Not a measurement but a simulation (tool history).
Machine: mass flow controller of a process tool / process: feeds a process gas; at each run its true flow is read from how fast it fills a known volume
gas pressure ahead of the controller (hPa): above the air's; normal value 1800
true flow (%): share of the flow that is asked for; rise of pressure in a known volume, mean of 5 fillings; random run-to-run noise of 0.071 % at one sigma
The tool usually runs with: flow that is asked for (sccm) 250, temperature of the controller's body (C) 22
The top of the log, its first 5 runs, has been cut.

run	hour	flow that is asked for (sccm)	gas pressure ahead of the controller (hPa)	temperature of the controller's body (C)	true flow (%)
6	400.7	250	1800	22	99.25
7	506.6	250	1800	22	99.22
8	605.4	250	1800	25	98.97
9	691.5	293	1800	22	99.57
10	774.0	293	1800	22	99.59
11	819.8	250	1570	22	99.35
12	918.5	250	1800	22	99.39
13	995.9	250	1800	27	98.67
14	1093.8	250	1800	27	98.78
15	1200.5	250	1690	22	99.50
16	1262.4	250	1690	22	99.31
17	1341.4	250	1690	22	99.36
18	1390.8	221	1910	29	98.29
19	1466.9	114	1780	30	97.13

The next listed run, before its measurement:
20	1563.9	114	1780	30	?

{"run 20": {"true flow (%)": 97.11}}
Take away the tool's hidden state, keep the run-to-run variation as it was, and the same run would have given true flow (%) 98.05.

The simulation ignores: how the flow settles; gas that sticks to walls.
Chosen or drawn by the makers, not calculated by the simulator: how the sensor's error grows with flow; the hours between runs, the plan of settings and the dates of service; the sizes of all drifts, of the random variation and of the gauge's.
